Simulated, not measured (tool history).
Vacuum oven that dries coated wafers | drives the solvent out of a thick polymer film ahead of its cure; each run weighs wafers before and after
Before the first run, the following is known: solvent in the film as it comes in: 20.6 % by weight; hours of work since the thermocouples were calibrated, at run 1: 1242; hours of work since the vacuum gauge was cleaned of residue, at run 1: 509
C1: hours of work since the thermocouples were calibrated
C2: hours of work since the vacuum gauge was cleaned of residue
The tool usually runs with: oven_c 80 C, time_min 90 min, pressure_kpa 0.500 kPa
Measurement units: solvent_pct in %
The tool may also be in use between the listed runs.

Run 1, hour 0.0: usual settings; C1 1242; C2 509. Result: solvent_pct 5.51 %.
Run 2, hour 14.3: usual settings; C1 1253; C2 520. Result: solvent_pct 5.62 %.
Run 3, hour 25.5: usual settings; C1 1262; C2 529. Result: solvent_pct 5.63 %.
Run 4, hour 36.1: usual settings but time_min 86 min; C1 1270; C2 537. Result: solvent_pct 5.77 %.
Run 5, hour 61.4: usual settings but time_min 86 min, pressure_kpa 1.679 kPa; C1 1289; C2 556. Result: solvent_pct 6.45 %.
Run 6, hour 81.1: usual settings but time_min 86 min, pressure_kpa 1.679 kPa; C1 1305; C2 572. Result: solvent_pct 6.32 %.
Run 7, hour 98.8: usual settings but oven_c 78 C; C1 1318; C2 585. Result: solvent_pct 6.16 %.
Run 8, hour 112.4: usual settings but oven_c 78 C; C1 1329; C2 596. Result: solvent_pct 6.23 %.
Run 9, hour 126.9: usual settings but oven_c 78 C; C1 1340; C2 607. Result: solvent_pct 6.34 %.
Run 10, hour 141.6: usual settings but oven_c 78 C; C1 1351; C2 618. Result: solvent_pct 6.32 %.
Run 11, hour 153.8: usual settings but oven_c 78 C; C1 1361; C2 628. Result: solvent_pct 6.32 %.
Run 12, hour 167.0: usual settings but oven_c 78 C; C1 1371; C2 638. Result: solvent_pct 6.14 %.
Run 13, hour 187.9: usual settings but oven_c 78 C, pressure_kpa 1.703 kPa; C1 1387; C2 654. Result: solvent_pct 6.79 %.
Run 14, hour 204.1: usual settings but oven_c 78 C, pressure_kpa 1.703 kPa; C1 1400; C2 667. Result: solvent_pct 6.88 %.
Run 15, hour 215.8: usual settings but time_min 65 min; C1 1409; C2 676. Result: solvent_pct 7.62 %.
At hour 221.6: oven's thermocouples calibrated.
Run 16, hour 243.1: usual settings but time_min 65 min; C1 17; C2 695. Result: solvent_pct 7.73 %.
Run 17, hour 260.5: usual settings; C1 30; C2 709. Result: solvent_pct 5.74 %.
Run 18, hour 284.0: usual settings; C1 48; C2 727. Result: solvent_pct 5.84 %.
Run 19, hour 307.3: usual settings; C1 66; C2 745. Result: solvent_pct 5.82 %.
At hour 321.2: oven's thermocouples calibrated, once more.
Run 20, hour 324.8: usual settings; C1 3; C2 757. Result: solvent_pct 4.91 %.
Run 21, hour 345.2: usual settings but pressure_kpa 0.314 kPa; C1 19; C2 773. Result: solvent_pct 4.93 %.
Run 22, hour 359.3: usual settings; C1 29; C2 783. Result: solvent_pct 5.10 %.
Run 23, hour 377.6: usual settings but time_min 54 min; C1 44; C2 798. Result: solvent_pct 8.09 %.
Run 24, hour 397.7: usual settings but oven_c 79 C, time_min 54 min, pressure_kpa 0.319 kPa; C1 59; C2 813. Result: solvent_pct 8.33 %.
Run 25, hour 414.6: usual settings but oven_c 92 C, time_min 129 min, pressure_kpa 0.389 kPa; C1 72; C2 826. Result: solvent_pct 0.91 %.
Run 26, hour 429.4: usual settings but oven_c 69 C, time_min 65 min, pressure_kpa 0.389 kPa; C1 84; C2 838. Result: solvent_pct 10.26 %.
Run 27, hour 453.1: usual settings but time_min 125 min; C1 102; C2 856. Result: solvent_pct 3.30 %.
Run 28, hour 464.0: usual settings but oven_c 68 C, pressure_kpa 0.405 kPa; C1 110; C2 864. Result: solvent_pct 8.65 %.
Run 29, hour 477.8: usual settings but pressure_kpa 0.253 kPa; C1 121; C2 875. Result: solvent_pct 4.94 %.
Run 30, hour 498.3: usual settings but pressure_kpa 0.253 kPa; C1 137; C2 891. Result: solvent_pct 5.07 %.
Run 31, hour 516.9: usual settings but oven_c 74 C, time_min 113 min; C1 151; C2 905. Result: solvent_pct 5.58 %.
Run 32, hour 529.6: usual settings but oven_c 69 C, time_min 121 min, pressure_kpa 1.324 kPa; C1 161; C2 915. Result: solvent_pct 7.24 %.
Run 33, hour 547.2: usual settings but time_min 149 min, pressure_kpa 0.550 kPa; C1 175; C2 929. Result: solvent_pct 2.48 %.
Run 34, hour 560.8: usual settings but time_min 149 min, pressure_kpa 0.550 kPa; C1 185; C2 939. Result: solvent_pct 2.47 %.
Run 35, hour 581.6: usual settings but time_min 149 min, pressure_kpa 0.550 kPa; C1 201; C2 955. Result: solvent_pct 2.69 %.
Run 36, hour 596.5: usual settings but oven_c 79 C, pressure_kpa 0.723 kPa; C1 213; C2 967. Result: solvent_pct 5.66 %.
Run 37, hour 613.3: usual settings but oven_c 79 C, pressure_kpa 0.723 kPa; C1 226; C2 980. Result: solvent_pct 5.59 %.
Run 38, hour 633.1: usual settings but oven_c 87 C, time_min 82 min, pressure_kpa 0.420 kPa; C1 241; C2 995. Result: solvent_pct 3.69 %.
Run 39, hour 657.3: usual settings but time_min 50 min, pressure_kpa 0.318 kPa; C1 260; C2 1014. Result: solvent_pct 8.63 %.
Run 40, hour 676.5: usual settings but oven_c 76 C, time_min 52 min, pressure_kpa 1.235 kPa; C1 275; C2 1029. Result: solvent_pct 9.66 %.
Run 41, hour 697.9: usual settings but oven_c 72 C, time_min 64 min, pressure_kpa 0.958 kPa; C1 291; C2 1045. Result: solvent_pct 9.70 %.
Run 42, hour 720.7: usual settings but oven_c 81 C, time_min 123 min, pressure_kpa 1.291 kPa; C1 309; C2 1063. Result: solvent_pct 3.63 %.
Run 43, hour 745.5: usual settings but oven_c 81 C, time_min 123 min, pressure_kpa 1.291 kPa; C1 328; C2 1082. Result: solvent_pct 3.62 %.
Run 44, hour 763.5: usual settings but oven_c 81 C, time_min 123 min, pressure_kpa 1.291 kPa; C1 342; C2 1096. Result: solvent_pct 3.58 %.
Run 45, hour 776.3: usual settings but oven_c 81 C, time_min 123 min, pressure_kpa 1.291 kPa; C1 352; C2 1106. Result: solvent_pct 3.68 %.
Run 46, hour 794.1: usual settings but oven_c 81 C, time_min 49 min, pressure_kpa 1.291 kPa; C1 365; C2 1119. Result: solvent_pct 8.72 %.

3 ways to go on from here, each from the tool as it stands after run 46. What would each give?
Run A, hour 805.4: usual settings but oven_c 74 C, time_min 135 min, pressure_kpa 1.439 kPa; C1 374; C2 1128. Result: solvent_pct ?.
Run B, hour 805.4: usual settings but oven_c 87 C, time_min 88 min; C1 374; C2 1128. Result: solvent_pct ?.
Run C, hour 805.4: usual settings but oven_c 67 C, time_min 75 min, pressure_kpa 1.157 kPa; C1 374; C2 1128. Result: solvent_pct ?.

run  solvent_pct
  A         5.19
  B         3.48
  C        10.48
What these runs would have given with no unlogged condition in the tool:
run  solvent_pct
  A         4.86
  B         3.25
  C        10.18
